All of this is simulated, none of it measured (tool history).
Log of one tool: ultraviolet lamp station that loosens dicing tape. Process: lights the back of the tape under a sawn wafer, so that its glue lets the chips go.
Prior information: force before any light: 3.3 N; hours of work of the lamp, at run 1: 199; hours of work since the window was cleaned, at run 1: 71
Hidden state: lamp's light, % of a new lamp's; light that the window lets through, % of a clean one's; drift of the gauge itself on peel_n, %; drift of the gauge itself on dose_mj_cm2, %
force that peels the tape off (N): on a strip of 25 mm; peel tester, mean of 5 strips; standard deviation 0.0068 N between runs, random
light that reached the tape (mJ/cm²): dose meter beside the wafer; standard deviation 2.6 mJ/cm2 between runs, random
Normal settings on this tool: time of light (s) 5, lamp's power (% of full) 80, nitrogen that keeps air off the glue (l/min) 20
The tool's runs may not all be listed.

| run | hour | time of light (s) | lamp's power (% of full) | nitrogen that keeps air off the glue (l/min) | hours of work of the lamp | hours of work since the window was cleaned | force that peels the tape off (N) | light that reached the tape (mJ/cm²) |
|---|---|---|---|---|---|---|---|---|
| 1 | 0 | 5 | 80 | 20 | 199 | 71 | 0.221 | 341 |
| 2 | 10.8 | 5 | 80 | 20 | 205 | 78 | 0.241 | 342 |
| 3 | 20.3 | 5 | 80 | 20 | 211 | 84 | 0.23 | 337 |
| 4 | 28.2 | 5 | 80 | 20 | 216 | 88 | 0.232 | 342 |
| 5 | 37 | 5 | 80 | 19 | 221 | 94 | 0.247 | 342 |
| 6 | 43.5 | 5 | 80 | 19 | 225 | 98 | 0.235 | 336 |
| 7 | 52.4 | 5 | 80 | 19 | 230 | 103 | 0.248 | 345 |
| 8 | 57.8 | 5 | 80 | 19 | 234 | 106 | 0.251 | 340 |
| 9 | 68 | 5 | 80 | 19 | 240 | 113 | 0.238 | 343 |
| 10 | 74.8 | 5 | 71 | 20 | 244 | 117 | 0.28 | 303 |
| 11 | 80.8 | 5 | 75 | 20 | 247 | 120 | 0.258 | 318 |
| 12 | 88.9 | 5 | 80 | 20 | 252 | 125 | 0.231 | 341 |
| 13 | 95.5 | 7 | 72 | 25 | 256 | 129 | 0.163 | 433 |
| 14 | 102.6 | 5 | 74 | 20 | 261 | 134 | 0.266 | 315 |
| 15 | 109.1 | 3 | 74 | 20 | 265 | 138 | 0.594 | 190 |
| 16 | 113.8 | 5 | 74 | 39 | 267 | 140 | 0.189 | 314 |
| 17 | 124.6 | 5 | 74 | 39 | 274 | 147 | 0.199 | 315 |
| 18 | 135.1 | 5 | 74 | 39 | 280 | 153 | 0.187 | 316 |
| 19 | 139.9 | 5 | 77 | 8 | 283 | 156 | 0.442 | 330 |
| 20 | 146.7 | 2 | 97 | 29 | 287 | 160 | 0.609 | 170 |
| 21 | 151.4 | 2 | 97 | 29 | 290 | 163 | 0.622 | 167 |

Run 22, settings as shown, results not yet in. Your forecast:
| 22 | 160.9 | 2 | 80 | 8 | 296 | 169 | ? | ? |

{"run 22": {"force that peels the tape off (N)": 1.385, "light that reached the tape (mJ/cm²)": 135}}
With no hidden state in the tool, this same run would have given force that peels the tape off (N) 1.384, light that reached the tape (mJ/cm²) 135.
